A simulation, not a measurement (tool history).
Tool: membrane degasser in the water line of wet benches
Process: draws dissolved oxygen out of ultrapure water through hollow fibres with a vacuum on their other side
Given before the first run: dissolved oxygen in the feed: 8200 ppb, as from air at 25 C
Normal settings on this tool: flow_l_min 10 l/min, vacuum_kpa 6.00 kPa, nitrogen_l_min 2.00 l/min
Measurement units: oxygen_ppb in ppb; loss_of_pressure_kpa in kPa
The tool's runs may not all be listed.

run 1 hour=0.0 | flow_l_min=10 vacuum_kpa=6.00 nitrogen_l_min=2.00 | oxygen_ppb=48.7 loss_of_pressure_kpa=70.77
run 2 hour=84.3 | flow_l_min=10 vacuum_kpa=7.09 nitrogen_l_min=2.00 | oxygen_ppb=63.4 loss_of_pressure_kpa=70.99
run 3 hour=170.0 | flow_l_min=10 vacuum_kpa=7.09 nitrogen_l_min=2.00 | oxygen_ppb=62.6 loss_of_pressure_kpa=70.77
run 4 hour=216.6 | flow_l_min=10 vacuum_kpa=7.09 nitrogen_l_min=2.00 | oxygen_ppb=62.9 loss_of_pressure_kpa=71.38
run 5 hour=289.3 | flow_l_min=10 vacuum_kpa=7.09 nitrogen_l_min=2.00 | oxygen_ppb=62.0 loss_of_pressure_kpa=71.08
run 6 hour=335.9 | flow_l_min=10 vacuum_kpa=6.00 nitrogen_l_min=2.77 | oxygen_ppb=38.4 loss_of_pressure_kpa=71.29
run 7 hour=394.5 | flow_l_min=10 vacuum_kpa=6.00 nitrogen_l_min=2.77 | oxygen_ppb=37.9 loss_of_pressure_kpa=71.76
run 8 hour=448.7 | flow_l_min=10 vacuum_kpa=6.00 nitrogen_l_min=4.58 | oxygen_ppb=26.1 loss_of_pressure_kpa=71.24
run 9 hour=511.0 | flow_l_min=10 vacuum_kpa=6.00 nitrogen_l_min=2.00 | oxygen_ppb=49.2 loss_of_pressure_kpa=71.29
run 10 hour=586.5 | flow_l_min=9 vacuum_kpa=6.00 nitrogen_l_min=2.00 | oxygen_ppb=44.3 loss_of_pressure_kpa=64.53
run 11 hour=623.2 | flow_l_min=9 vacuum_kpa=4.69 nitrogen_l_min=0.83 | oxygen_ppb=59.6 loss_of_pressure_kpa=64.13
run 12 hour=661.4 | flow_l_min=9 vacuum_kpa=4.69 nitrogen_l_min=0.83 | oxygen_ppb=60.7 loss_of_pressure_kpa=64.54
run 13 hour=697.9 | flow_l_min=8 vacuum_kpa=4.69 nitrogen_l_min=2.75 | oxygen_ppb=19.0 loss_of_pressure_kpa=56.76
run 14 hour=769.6 | flow_l_min=8 vacuum_kpa=4.69 nitrogen_l_min=2.75 | oxygen_ppb=18.1 loss_of_pressure_kpa=57.11
run 15 hour=827.8 | flow_l_min=10 vacuum_kpa=6.05 nitrogen_l_min=2.75 | oxygen_ppb=39.3 loss_of_pressure_kpa=71.33
run 16 hour=914.0 | flow_l_min=12 vacuum_kpa=13.44 nitrogen_l_min=5.55 | oxygen_ppb=74.9 loss_of_pressure_kpa=85.60
run 17 hour=960.6 | flow_l_min=11 vacuum_kpa=7.77 nitrogen_l_min=1.94 | oxygen_ppb=85.4 loss_of_pressure_kpa=79.04

Each row is a separate what-if for the run after 17, all from the same tool condition, not one after another. Results?
run A hour=1004.2 | flow_l_min=8 vacuum_kpa=6.00 nitrogen_l_min=4.26 | oxygen_ppb=? loss_of_pressure_kpa=?
run B hour=1004.2 | flow_l_min=13 vacuum_kpa=7.77 nitrogen_l_min=1.94 | oxygen_ppb=? loss_of_pressure_kpa=?
run C hour=1004.2 | flow_l_min=11 vacuum_kpa=7.43 nitrogen_l_min=1.94 | oxygen_ppb=? loss_of_pressure_kpa=?
run D hour=1004.2 | flow_l_min=10 vacuum_kpa=6.56 nitrogen_l_min=2.00 | oxygen_ppb=? loss_of_pressure_kpa=?

run=A oxygen_ppb=19.7 loss_of_pressure_kpa=56.86
run=B oxygen_ppb=107.2 loss_of_pressure_kpa=92.93
run=C oxygen_ppb=81.4 loss_of_pressure_kpa=78.80
run=D oxygen_ppb=59.1 loss_of_pressure_kpa=71.36
What these runs would have given with no unlogged condition in the tool:
run=A oxygen_ppb=14.9 loss_of_pressure_kpa=55.40
run=B oxygen_ppb=90.6 loss_of_pressure_kpa=90.57
run=C oxygen_ppb=67.6 loss_of_pressure_kpa=76.78
run=D oxygen_ppb=47.3 loss_of_pressure_kpa=69.54
